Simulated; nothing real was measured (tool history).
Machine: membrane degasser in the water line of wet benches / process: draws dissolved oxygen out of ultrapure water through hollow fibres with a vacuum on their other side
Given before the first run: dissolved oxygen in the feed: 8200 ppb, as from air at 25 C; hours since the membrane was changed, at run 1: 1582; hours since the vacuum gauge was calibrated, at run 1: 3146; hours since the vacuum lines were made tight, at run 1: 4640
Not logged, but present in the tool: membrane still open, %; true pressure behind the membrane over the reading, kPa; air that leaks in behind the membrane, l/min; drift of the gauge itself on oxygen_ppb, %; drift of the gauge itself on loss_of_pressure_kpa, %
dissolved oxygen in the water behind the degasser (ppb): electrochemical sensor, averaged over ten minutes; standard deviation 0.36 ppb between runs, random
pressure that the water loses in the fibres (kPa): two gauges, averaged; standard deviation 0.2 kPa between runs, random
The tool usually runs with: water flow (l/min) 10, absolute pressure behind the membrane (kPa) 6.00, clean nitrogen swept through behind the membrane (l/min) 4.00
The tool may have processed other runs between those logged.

run,hour,water flow (l/min),absolute pressure behind the membrane (kPa),clean nitrogen swept through behind the membrane (l/min),hours since the membrane was changed,hours since the vacuum gauge was calibrated,hours since the vacuum lines were made tight,dissolved oxygen in the water behind the degasser (ppb),pressure that the water loses in the fibres (kPa)
1,0.0,10,6.00,4.00,1582,3146,4640,20.8,42.51
2,62.1,10,14.14,4.00,1644,3208,4702,70.1,42.34
3,103.9,10,14.14,4.00,1686,3250,4743,70.9,42.28
4,141.5,10,6.00,5.41,1724,3287,4781,16.0,42.01
5,182.5,9,6.00,4.00,1764,3328,4822,18.3,37.86
6,228.7,9,6.00,4.00,1811,3375,4868,17.6,37.72
7,297.7,9,3.87,4.00,1880,3444,4937,6.2,37.92
8,367.6,14,6.00,1.66,1950,3514,5007,64.5,58.71
9,399.1,8,6.00,2.07,1981,3545,5039,28.8,33.69
10,449.0,16,14.37,1.67,2031,3595,5089,259.3,66.97
11,495.0,16,9.88,3.04,2077,3641,5135,95.0,66.56
12,525.0,10,10.59,9.96,2107,3671,5165,21.7,42.11
13,560.1,7,11.81,2.08,2142,3706,5200,70.5,29.47

Branching from run 13: 5 alternative next runs. What would each branch give?
A,619.6,7,11.81,2.08,2202,3766,5259,?,?
B,619.6,9,4.42,10.28,2202,3766,5259,?,?
C,619.6,10,7.36,3.41,2202,3766,5259,?,?
D,619.6,15,8.14,2.61,2202,3766,5259,?,?
E,619.6,13,5.58,2.08,2202,3766,5259,?,?

run,dissolved oxygen in the water behind the degasser (ppb),pressure that the water loses in the fibres (kPa)
A,73.5,29.09
B,5.2,37.75
C,32.9,41.69
D,79.9,62.74
E,42.3,54.17
Stripped of hidden state, with their random variation kept, the same runs would have yielded:
run,dissolved oxygen in the water behind the degasser (ppb),pressure that the water loses in the fibres (kPa)
A,73.5,29.38
B,5.2,38.12
C,32.9,42.11
D,79.9,63.37
E,42.3,54.72
